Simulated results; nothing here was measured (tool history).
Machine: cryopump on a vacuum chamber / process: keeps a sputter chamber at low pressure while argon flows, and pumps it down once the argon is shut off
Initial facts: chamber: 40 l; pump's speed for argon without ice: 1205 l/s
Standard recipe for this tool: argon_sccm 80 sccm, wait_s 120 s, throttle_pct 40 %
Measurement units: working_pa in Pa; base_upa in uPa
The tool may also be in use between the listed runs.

run 1 day=0 | argon_sccm=80 wait_s=120 throttle_pct=40 | working_pa=0.3077 base_upa=2.34
run 2 day=1.079 | argon_sccm=80 wait_s=138 throttle_pct=40 | working_pa=0.311 base_upa=2.47
run 3 day=1.742 | argon_sccm=80 wait_s=138 throttle_pct=21 | working_pa=0.5628 base_upa=2.41
run 4 day=3.021 | argon_sccm=80 wait_s=138 throttle_pct=21 | working_pa=0.5672 base_upa=2.54
run 5 day=3.958 | argon_sccm=80 wait_s=138 throttle_pct=21 | working_pa=0.5646 base_upa=2.62
run 6 day=5.167 | argon_sccm=80 wait_s=138 throttle_pct=21 | working_pa=0.5733 base_upa=2.73
run 7 day=6.088 | argon_sccm=80 wait_s=120 throttle_pct=15 | working_pa=0.7928 base_upa=2.79
run 8 day=7.008 | argon_sccm=80 wait_s=120 throttle_pct=40 | working_pa=0.3247 base_upa=2.87
-- day=8.267 pump warmed up, emptied and cooled again
run 9 day=8.579 | argon_sccm=80 wait_s=120 throttle_pct=40 | working_pa=0.2846 base_upa=2.25
run 10 day=9.35 | argon_sccm=80 wait_s=120 throttle_pct=40 | working_pa=0.2825 base_upa=2.28
run 11 day=10.375 | argon_sccm=80 wait_s=120 throttle_pct=40 | working_pa=0.2882 base_upa=2.4
run 12 day=11.533 | argon_sccm=80 wait_s=120 throttle_pct=40 | working_pa=0.2875 base_upa=2.5
run 13 day=12.167 | argon_sccm=80 wait_s=120 throttle_pct=40 | working_pa=0.2873 base_upa=2.5
run 14 day=12.958 | argon_sccm=80 wait_s=120 throttle_pct=18 | working_pa=0.6309 base_upa=2.52
run 15 day=13.692 | argon_sccm=80 wait_s=120 throttle_pct=40 | working_pa=0.2888 base_upa=2.59
run 16 day=14.621 | argon_sccm=80 wait_s=98 throttle_pct=40 | working_pa=0.2911 base_upa=2.72
run 17 day=15.575 | argon_sccm=80 wait_s=98 throttle_pct=40 | working_pa=0.2947 base_upa=2.68

For run 18, what comes out?
run 18 day=16.604 | argon_sccm=80 wait_s=98 throttle_pct=40 | working_pa=? base_upa=?

working_pa: 0.2952 Pa
base_upa: 2.81 uPa
With no hidden state in the tool, this same run would have given working_pa 0.2798 Pa, base_upa 0.65 uPa.
